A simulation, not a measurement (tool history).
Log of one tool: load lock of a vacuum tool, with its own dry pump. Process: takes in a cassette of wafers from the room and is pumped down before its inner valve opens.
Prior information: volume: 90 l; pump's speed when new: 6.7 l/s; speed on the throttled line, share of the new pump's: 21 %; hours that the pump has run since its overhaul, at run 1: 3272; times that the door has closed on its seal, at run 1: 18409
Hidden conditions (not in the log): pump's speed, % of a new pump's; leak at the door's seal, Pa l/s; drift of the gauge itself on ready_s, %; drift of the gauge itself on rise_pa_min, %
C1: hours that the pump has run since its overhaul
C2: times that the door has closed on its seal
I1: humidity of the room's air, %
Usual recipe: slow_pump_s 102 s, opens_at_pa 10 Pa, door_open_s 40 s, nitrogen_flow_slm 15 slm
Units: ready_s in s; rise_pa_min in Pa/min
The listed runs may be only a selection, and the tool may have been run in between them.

run 1 hour=0.0 | slow_pump_s=102 opens_at_pa=10 door_open_s=40 nitrogen_flow_slm=15 | C1=3272 C2=18409 | I1=46.0 | ready_s=208.1 rise_pa_min=0.129
run 2 hour=84.3 | slow_pump_s=102 opens_at_pa=10 door_open_s=40 nitrogen_flow_slm=15 | C1=3356 C2=18639 | I1=45.0 | ready_s=206.4 rise_pa_min=0.141
run 3 hour=148.3 | slow_pump_s=102 opens_at_pa=10 door_open_s=40 nitrogen_flow_slm=15 | C1=3420 C2=18814 | I1=43.3 | ready_s=206.6 rise_pa_min=0.134
run 4 hour=253.2 | slow_pump_s=102 opens_at_pa=10 door_open_s=40 nitrogen_flow_slm=15 | C1=3525 C2=19101 | I1=38.9 | ready_s=208.3 rise_pa_min=0.133
run 5 hour=303.2 | slow_pump_s=102 opens_at_pa=10 door_open_s=40 nitrogen_flow_slm=15 | C1=3575 C2=19238 | I1=42.6 | ready_s=207.3 rise_pa_min=0.138
run 6 hour=354.1 | slow_pump_s=102 opens_at_pa=10 door_open_s=40 nitrogen_flow_slm=15 | C1=3626 C2=19377 | I1=47.6 | ready_s=209.0 rise_pa_min=0.141
run 7 hour=416.2 | slow_pump_s=102 opens_at_pa=11 door_open_s=40 nitrogen_flow_slm=15 | C1=3688 C2=19547 | I1=43.6 | ready_s=205.1 rise_pa_min=0.143
run 8 hour=468.2 | slow_pump_s=102 opens_at_pa=18 door_open_s=40 nitrogen_flow_slm=15 | C1=3740 C2=19689 | I1=42.6 | ready_s=198.1 rise_pa_min=0.146
run 9 hour=561.4 | slow_pump_s=102 opens_at_pa=18 door_open_s=40 nitrogen_flow_slm=15 | C1=3833 C2=19944 | I1=44.5 | ready_s=203.2 rise_pa_min=0.147
run 10 hour=632.8 | slow_pump_s=102 opens_at_pa=18 door_open_s=40 nitrogen_flow_slm=15 | C1=3905 C2=20139 | I1=45.3 | ready_s=200.7 rise_pa_min=0.145
run 11 hour=724.2 | slow_pump_s=102 opens_at_pa=18 door_open_s=40 nitrogen_flow_slm=15 | C1=3996 C2=20389 | I1=45.0 | ready_s=200.2 rise_pa_min=0.151
run 12 hour=814.1 | slow_pump_s=102 opens_at_pa=18 door_open_s=40 nitrogen_flow_slm=15 | C1=4086 C2=20635 | I1=47.2 | ready_s=200.0 rise_pa_min=0.154
run 13 hour=858.6 | slow_pump_s=102 opens_at_pa=10 door_open_s=40 nitrogen_flow_slm=15 | C1=4131 C2=20757 | I1=44.9 | ready_s=209.6 rise_pa_min=0.147
run 14 hour=925.7 | slow_pump_s=102 opens_at_pa=10 door_open_s=40 nitrogen_flow_slm=15 | C1=4198 C2=20940 | I1=43.2 | ready_s=208.4 rise_pa_min=0.152
run 15 hour=996.1 | slow_pump_s=102 opens_at_pa=10 door_open_s=40 nitrogen_flow_slm=15 | C1=4268 C2=21133 | I1=46.3 | ready_s=208.7 rise_pa_min=0.156

Expected results for the next run?
run 16 hour=1088.0 | slow_pump_s=170 opens_at_pa=9 door_open_s=131 nitrogen_flow_slm=15 | C1=4360 C2=21384 | I1=45.5 | ready_s=? rise_pa_min=?

Run 16 measured ready_s 263.3 s, rise_pa_min 0.176 Pa/min.
Were there no unlogged condition in the tool, this run, its random variation unchanged, would have produced ready_s 260.7 s, rise_pa_min 0.037 Pa/min.

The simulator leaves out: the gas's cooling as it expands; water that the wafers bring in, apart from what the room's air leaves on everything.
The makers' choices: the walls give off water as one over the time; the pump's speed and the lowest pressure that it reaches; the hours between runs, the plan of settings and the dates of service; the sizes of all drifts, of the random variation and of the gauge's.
